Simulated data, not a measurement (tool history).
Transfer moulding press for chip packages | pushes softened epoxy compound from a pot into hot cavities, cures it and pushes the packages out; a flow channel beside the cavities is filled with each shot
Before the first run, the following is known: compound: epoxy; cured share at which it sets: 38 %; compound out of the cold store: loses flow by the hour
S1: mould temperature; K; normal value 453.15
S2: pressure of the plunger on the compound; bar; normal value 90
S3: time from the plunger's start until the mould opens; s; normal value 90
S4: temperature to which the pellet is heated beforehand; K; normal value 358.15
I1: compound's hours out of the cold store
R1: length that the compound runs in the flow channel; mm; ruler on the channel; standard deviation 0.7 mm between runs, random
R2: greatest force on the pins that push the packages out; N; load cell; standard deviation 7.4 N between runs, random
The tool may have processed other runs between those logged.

run 1 hour=0 | S1=453.15 S2=90 S3=90 S4=358.15 | I1=42.5 | R1=590.7 R2=354
run 2 hour=35.9 | S1=453.15 S2=90 S3=90 S4=358.15 | I1=15.5 | R1=687 R2=411
run 3 hour=63.2 | S1=453.15 S2=90 S3=90 S4=358.15 | I1=40.7 | R1=595.5 R2=419
run 4 hour=101.9 | S1=453.15 S2=90 S3=90 S4=358.15 | I1=33.9 | R1=616.6 R2=447
-- hour=111.3 cavities cleaned with cleaning compound and waxed
run 5 hour=143.1 | S1=453.15 S2=90 S3=90 S4=358.15 | I1=8.6 | R1=710.2 R2=379
-- hour=157.1 plunger's sealing rings changed
run 6 hour=185.9 | S1=453.15 S2=90 S3=90 S4=358.15 | I1=39.8 | R1=607.1 R2=419
run 7 hour=229.8 | S1=453.15 S2=90 S3=90 S4=358.15 | I1=35.9 | R1=618.7 R2=444
-- hour=240.4 cavities cleaned with cleaning compound and waxed
run 8 hour=271.2 | S1=453.15 S2=90 S3=94 S4=358.15 | I1=42.3 | R1=597.9 R2=384
run 9 hour=297 | S1=461.15 S2=90 S3=90 S4=358.15 | I1=16 | R1=664.8 R2=375
run 10 hour=328.3 | S1=461.15 S2=90 S3=90 S4=358.15 | I1=31 | R1=609.2 R2=410
-- hour=366.4 cavities cleaned with cleaning compound and waxed
run 11 hour=377.9 | S1=461.15 S2=90 S3=90 S4=358.15 | I1=34.1 | R1=597.9 R2=325
run 12 hour=406.1 | S1=461.15 S2=90 S3=90 S4=358.15 | I1=11 | R1=677.5 R2=368
run 13 hour=431.6 | S1=453.15 S2=90 S3=90 S4=358.15 | I1=9.7 | R1=709.9 R2=413
-- hour=490 mould's thermocouples calibrated
run 14 hour=490.6 | S1=453.15 S2=90 S3=90 S4=358.15 | I1=46.6 | R1=577.5 R2=454
-- hour=495.3 cavities cleaned with cleaning compound and waxed
run 15 hour=520.2 | S1=453.15 S2=93 S3=110 S4=348.15 | I1=34 | R1=627.5 R2=343
-- hour=555.7 plunger's sealing rings changed
run 16 hour=565.6 | S1=453.15 S2=93 S3=110 S4=348.15 | I1=18 | R1=700.9 R2=386
run 17 hour=607.8 | S1=454.15 S2=93 S3=94 S4=365.15 | I1=11.8 | R1=719.7 R2=425
-- hour=622.2 mould's thermocouples calibrated, once more
-- hour=626.6 cavities cleaned with cleaning compound and waxed
run 18 hour=652.2 | S1=454.15 S2=93 S3=94 S4=365.15 | I1=36.7 | R1=623.4 R2=345
run 19 hour=692.4 | S1=448.15 S2=90 S3=78 S4=358.15 | I1=42.3 | R1=612.1 R2=587
run 20 hour=722.6 | S1=448.15 S2=90 S3=78 S4=358.15 | I1=42.3 | R1=612.2 R2=658
-- hour=753.7 cavities cleaned with cleaning compound and waxed
run 21 hour=784 | S1=448.15 S2=90 S3=78 S4=358.15 | I1=20.9 | R1=684.9 R2=605
run 22 hour=844 | S1=453.15 S2=90 S3=71 S4=360.15 | I1=21.5 | R1=662.1 R2=588
-- hour=879.3 cavities cleaned with cleaning compound and waxed
run 23 hour=879.3 | S1=453.15 S2=106.6 S3=85 S4=365.15 | I1=12 | R1=759.5 R2=351
run 24 hour=933 | S1=453.15 S2=90 S3=90 S4=354.15 | I1=18.5 | R1=672.5 R2=415
-- hour=957.2 plunger's sealing rings changed
run 25 hour=979.9 | S1=453.15 S2=90.7 S3=112 S4=363.15 | I1=12.4 | R1=710.7 R2=415
-- hour=1007.4 cavities cleaned with cleaning compound and waxed
run 26 hour=1009.1 | S1=453.15 S2=90.7 S3=112 S4=363.15 | I1=14.5 | R1=700.2 R2=312
run 27 hour=1041.6 | S1=457.15 S2=92.2 S3=84 S4=361.15 | I1=36.2 | R1=612.9 R2=361

Branching from run 27: 3 alternative next runs. What would each branch give?
run A hour=1067.5 | S1=449.15 S2=80 S3=84 S4=363.15 | I1=15.8 | R1=? R2=?
run B hour=1067.5 | S1=457.15 S2=92.2 S3=95 S4=364.15 | I1=42.4 | R1=? R2=?
run C hour=1067.5 | S1=456.15 S2=73 S3=97 S4=358.15 | I1=36.4 | R1=? R2=?

run=A R1=666 R2=552
run=B R1=593.1 R2=388
run=C R1=546.1 R2=388
What these runs would have given with no unlogged condition in the tool:
run=A R1=669.2 R2=420
run=B R1=596.4 R2=306
run=C R1=549 R2=306

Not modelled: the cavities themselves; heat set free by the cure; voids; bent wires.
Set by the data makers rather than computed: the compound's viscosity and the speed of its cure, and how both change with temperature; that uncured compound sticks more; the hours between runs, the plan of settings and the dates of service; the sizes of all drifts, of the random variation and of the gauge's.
